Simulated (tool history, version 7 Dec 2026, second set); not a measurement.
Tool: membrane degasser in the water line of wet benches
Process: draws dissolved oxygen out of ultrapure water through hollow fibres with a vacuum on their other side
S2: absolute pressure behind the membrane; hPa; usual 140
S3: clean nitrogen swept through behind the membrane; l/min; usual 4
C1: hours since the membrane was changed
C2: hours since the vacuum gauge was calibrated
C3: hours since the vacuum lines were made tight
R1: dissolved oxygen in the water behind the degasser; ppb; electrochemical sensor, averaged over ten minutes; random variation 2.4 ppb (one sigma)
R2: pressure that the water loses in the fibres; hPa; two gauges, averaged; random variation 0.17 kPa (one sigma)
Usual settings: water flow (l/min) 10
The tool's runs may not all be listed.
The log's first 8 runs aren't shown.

run 9 day=17.971 | water_flow_(l/min)=10 S2=140 S3=5.17 | C1=2991 C2=2991 C3=10408 | R1=239.5 R2=502
run 10 day=21.2 | water_flow_(l/min)=10 S2=140 S3=5.17 | C1=3069 C2=3069 C3=10485 | R1=239.2 R2=500
-- day=22.096 seals of the vacuum lines changed
run 11 day=22.983 | water_flow_(l/min)=7 S2=140 S3=4 | C1=3110 C2=3110 C3=21 | R1=118.4 R2=349.4
run 12 day=25.171 | water_flow_(l/min)=7 S2=140 S3=4 | C1=3162 C2=3162 C3=74 | R1=120.2 R2=349.3
run 13 day=27.925 | water_flow_(l/min)=7 S2=140 S3=4 | C1=3228 C2=3228 C3=140 | R1=117.4 R2=352.6
run 14 day=30.746 | water_flow_(l/min)=10 S2=140 S3=4 | C1=3296 C2=3296 C3=208 | R1=248.4 R2=501
run 15 day=33.692 | water_flow_(l/min)=10 S2=140 S3=4 | C1=3367 C2=3367 C3=278 | R1=249.4 R2=499.9
run 16 day=36.138 | water_flow_(l/min)=10 S2=140 S3=4 | C1=3425 C2=3425 C3=337 | R1=249.2 R2=500.2
run 17 day=39.225 | water_flow_(l/min)=15 S2=126 S3=2.74 | C1=3499 C2=3499 C3=411 | R1=541 R2=750.5
run 18 day=41.25 | water_flow_(l/min)=10 S2=239 S3=3.79 | C1=3548 C2=3548 C3=460 | R1=315.1 R2=503.1
run 19 day=42.888 | water_flow_(l/min)=10 S2=239 S3=3.79 | C1=3587 C2=3587 C3=499 | R1=314.6 R2=500.7
run 20 day=45.375 | water_flow_(l/min)=8 S2=323 S3=2.16 | C1=3647 C2=3647 C3=559 | R1=363.3 R2=399.7
run 21 day=47.342 | water_flow_(l/min)=8 S2=323 S3=8.51 | C1=3694 C2=3694 C3=606 | R1=176.1 R2=400.7
run 22 day=49.962 | water_flow_(l/min)=8 S2=323 S3=8.51 | C1=3757 C2=3757 C3=669 | R1=174.6 R2=401.7
run 23 day=52.438 | water_flow_(l/min)=7 S2=323 S3=8.51 | C1=3817 C2=3817 C3=728 | R1=131.4 R2=351.5
run 24 day=54.079 | water_flow_(l/min)=7 S2=323 S3=8.51 | C1=3856 C2=3856 C3=768 | R1=132.7 R2=350.5
run 25 day=56.788 | water_flow_(l/min)=11 S2=323 S3=5.24 | C1=3921 C2=3921 C3=833 | R1=371.2 R2=550.4
run 26 day=59.246 | water_flow_(l/min)=6 S2=323 S3=3.21 | C1=3980 C2=3980 C3=892 | R1=177.2 R2=302.9
run 27 day=60.833 | water_flow_(l/min)=10 S2=107 S3=6.89 | C1=4018 C2=4018 C3=930 | R1=212.8 R2=503.5
run 28 day=62.517 | water_flow_(l/min)=15 S2=105 S3=8.67 | C1=4058 C2=4058 C3=970 | R1=460.9 R2=753.8
run 29 day=65.308 | water_flow_(l/min)=15 S2=105 S3=8.67 | C1=4125 C2=4125 C3=1037 | R1=459.9 R2=755.2
run 30 day=67.125 | water_flow_(l/min)=8 S2=105 S3=2.89 | C1=4169 C2=4169 C3=1081 | R1=156.3 R2=399.4
run 31 day=68.579 | water_flow_(l/min)=9 S2=231 S3=4.53 | C1=4204 C2=4204 C3=1116 | R1=238.7 R2=453.1
run 32 day=70.142 | water_flow_(l/min)=10 S2=232 S3=4 | C1=4241 C2=4241 C3=1153 | R1=307.9 R2=503.3

3 ways to go on from here, each from the tool as it stands after run 32. What would each give?
run A day=73.042 | water_flow_(l/min)=12 S2=121 S3=4.22 | C1=4311 C2=4311 C3=1223 | R1=? R2=?
run B day=73.042 | water_flow_(l/min)=10 S2=316 S3=4 | C1=4311 C2=4311 C3=1223 | R1=? R2=?
run C day=73.042 | water_flow_(l/min)=12 S2=325 S3=4 | C1=4311 C2=4311 C3=1223 | R1=? R2=?

run=A R1=340.2 R2=602.6
run=B R1=356.2 R2=502.7
run=C R1=485.8 R2=603
Without the tool's hidden state the same runs would have given:
run=A R1=324.1 R2=592.9
run=B R1=343.7 R2=494.6
run=C R1=469.5 R2=593.2
